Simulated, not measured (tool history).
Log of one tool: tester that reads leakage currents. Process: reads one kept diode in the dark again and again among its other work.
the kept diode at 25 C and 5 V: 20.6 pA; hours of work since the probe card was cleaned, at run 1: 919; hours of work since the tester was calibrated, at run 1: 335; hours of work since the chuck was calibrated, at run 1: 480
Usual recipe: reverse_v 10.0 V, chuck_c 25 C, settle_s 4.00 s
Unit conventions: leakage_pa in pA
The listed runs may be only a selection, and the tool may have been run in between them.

run     day  reverse_v  chuck_c  settle_s  hours of work since the probe card was cleaned  hours of work since the tester was calibrated  hours of work since the chuck was calibrated  leakage_pa
  1   0.000       10.0       25      4.00                                             919                                            335                                           480       27.72
  2   6.921       10.0       25      4.00                                            1004                                            420                                           565       27.93
     11.204  -- probe card cleaned and baked
  3  11.204       10.0       25      4.00                                               0                                            472                                           616       27.80
  4  16.746       10.0       25      4.00                                              68                                            540                                           684       27.81
  5  22.875       10.0       25      4.00                                             143                                            615                                           759       27.70
     24.154  -- chuck's temperature calibrated
  6  27.788       10.0       47      2.16                                             203                                            674                                            45      198.09
  7  33.200       10.0       47      2.16                                             269                                            741                                           111      198.44
  8  36.208        3.1       39      2.16                                             306                                            778                                           148       63.62

Predict the results of run 9:
  9  39.675       10.8       39      2.16                                             349                                            820                                           191           ?

leakage_pa: 102.73 pA
Minus the tool's unlogged condition, the same run would have read leakage_pa 102.71 pA.

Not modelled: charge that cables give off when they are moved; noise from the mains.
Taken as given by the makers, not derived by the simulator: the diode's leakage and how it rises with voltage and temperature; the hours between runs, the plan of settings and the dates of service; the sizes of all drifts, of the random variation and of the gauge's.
